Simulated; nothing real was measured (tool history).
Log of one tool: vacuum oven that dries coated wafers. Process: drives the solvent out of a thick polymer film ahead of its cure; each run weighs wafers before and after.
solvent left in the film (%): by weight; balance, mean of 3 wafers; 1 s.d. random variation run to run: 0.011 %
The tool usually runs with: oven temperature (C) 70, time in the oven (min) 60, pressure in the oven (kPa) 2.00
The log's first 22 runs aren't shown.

run,hour,oven temperature (C),time in the oven (min),pressure in the oven (kPa),hours of work since the thermocouples were calibrated,hours of work since the vacuum gauge was cleaned of residue,solvent left in the film (%)
23,1117.4,70,60,2.00,87,112,2.22
24,1155.8,59,60,2.00,105,131,4.82
25,1187.8,59,90,2.00,121,146,3.51
26,1244.4,62,45,5.00,149,174,6.84
27,1277.3,70,73,2.00,165,190,1.78
28,1315.7,70,73,2.00,184,209,1.80
29,1370.7,70,73,2.00,211,236,1.79
30,1402.8,83,36,2.00,226,252,1.30
31,1433.5,66,77,1.56,241,267,2.06
32,1487.9,66,77,1.56,268,293,2.05
33,1536.2,67,107,4.34,292,317,3.16
34,1601.2,67,96,2.51,324,349,2.10
35,1640.7,67,96,2.51,343,368,2.10
36,1700.0,67,91,5.87,372,397,4.28
37,1732.9,78,65,5.87,388,413,2.62
38,1764.7,78,65,5.87,404,429,2.63
39,1815.0,81,65,5.57,428,453,2.15
40,1874.3,67,65,1.70,457,482,2.35
41,1904.6,67,65,1.70,472,497,2.38
42,1932.8,56,93,3.51,486,511,5.50
43,1986.9,71,57,1.23,512,538,1.71
44,2048.7,56,60,5.78,543,568,8.51
45,2116.2,56,60,5.78,576,601,8.51
46,2182.6,70,31,2.16,608,633,4.29
47,2246.4,77,59,2.00,639,665,1.22

Forecast each of these 4 alternatives for the next run:
A,2287.8,57,100,2.23,660,685,?
B,2287.8,84,60,2.00,660,685,?
C,2287.8,77,64,2.00,660,685,?
D,2287.8,71,60,2.00,660,685,?

run,solvent left in the film (%)
A,3.85
B,0.76
C,1.15
D,1.98
Without the tool's unlogged condition, the same runs would have read:
run,solvent left in the film (%)
A,3.96
B,0.74
C,1.16
D,2.05

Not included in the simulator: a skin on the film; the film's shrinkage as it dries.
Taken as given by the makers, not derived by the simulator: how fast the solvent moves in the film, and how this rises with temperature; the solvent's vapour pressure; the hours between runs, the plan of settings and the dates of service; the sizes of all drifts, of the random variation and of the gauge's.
